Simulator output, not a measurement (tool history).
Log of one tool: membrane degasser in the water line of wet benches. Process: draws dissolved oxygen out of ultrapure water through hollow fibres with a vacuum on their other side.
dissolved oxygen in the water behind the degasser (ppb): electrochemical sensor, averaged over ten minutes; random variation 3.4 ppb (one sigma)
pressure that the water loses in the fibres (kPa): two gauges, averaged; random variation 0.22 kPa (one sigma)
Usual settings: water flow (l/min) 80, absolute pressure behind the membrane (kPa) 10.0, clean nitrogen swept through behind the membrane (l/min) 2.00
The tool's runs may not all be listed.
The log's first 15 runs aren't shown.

run,hour,water flow (l/min),absolute pressure behind the membrane (kPa),clean nitrogen swept through behind the membrane (l/min),dissolved oxygen in the water behind the degasser (ppb),pressure that the water loses in the fibres (kPa)
16,1916.5,60,14.7,2.70,580.8,40.57
# hour 1955.1: vacuum gauge calibrated, once more
17,2092.4,84,17.9,1.18,1639.2,56.14
18,2271.1,80,10.0,0.89,977.8,53.50
19,2401.4,80,19.1,0.87,2007.2,53.90
20,2575.9,124,12.4,2.15,1131.7,83.07
21,2745.9,124,12.4,2.15,1141.1,83.54
22,2926.1,101,12.4,1.32,1228.6,68.15
23,3027.0,101,12.4,1.32,1226.7,68.14
24,3202.2,104,16.0,3.87,849.9,70.36
25,3348.6,93,16.0,2.30,1066.3,63.07
26,3478.2,93,16.0,2.30,1058.8,62.73
27,3583.2,80,15.3,2.00,962.5,54.27
28,3749.7,80,15.3,4.75,532.6,54.34
29,3871.0,55,18.7,1.82,930.4,37.34
30,3977.9,55,18.7,1.82,930.8,37.70
31,4115.9,57,9.2,5.43,182.4,38.63
32,4213.1,106,7.6,4.58,419.6,71.89

Forecast each of these 4 alternatives for the next run:
A,4370.1,106,12.5,2.85,?,?
B,4370.1,98,8.8,1.91,?,?
C,4370.1,106,7.6,5.61,?,?
D,4370.1,107,8.8,3.61,?,?

run,dissolved oxygen in the water behind the degasser (ppb),pressure that the water loses in the fibres (kPa)
A,846.5,71.92
B,685.1,67.24
C,386.2,72.07
D,543.8,72.79
Without the tool's hidden state the same runs would have given:
run,dissolved oxygen in the water behind the degasser (ppb),pressure that the water loses in the fibres (kPa)
A,813.8,69.44
B,652.1,64.93
C,355.2,69.59
D,510.4,70.28

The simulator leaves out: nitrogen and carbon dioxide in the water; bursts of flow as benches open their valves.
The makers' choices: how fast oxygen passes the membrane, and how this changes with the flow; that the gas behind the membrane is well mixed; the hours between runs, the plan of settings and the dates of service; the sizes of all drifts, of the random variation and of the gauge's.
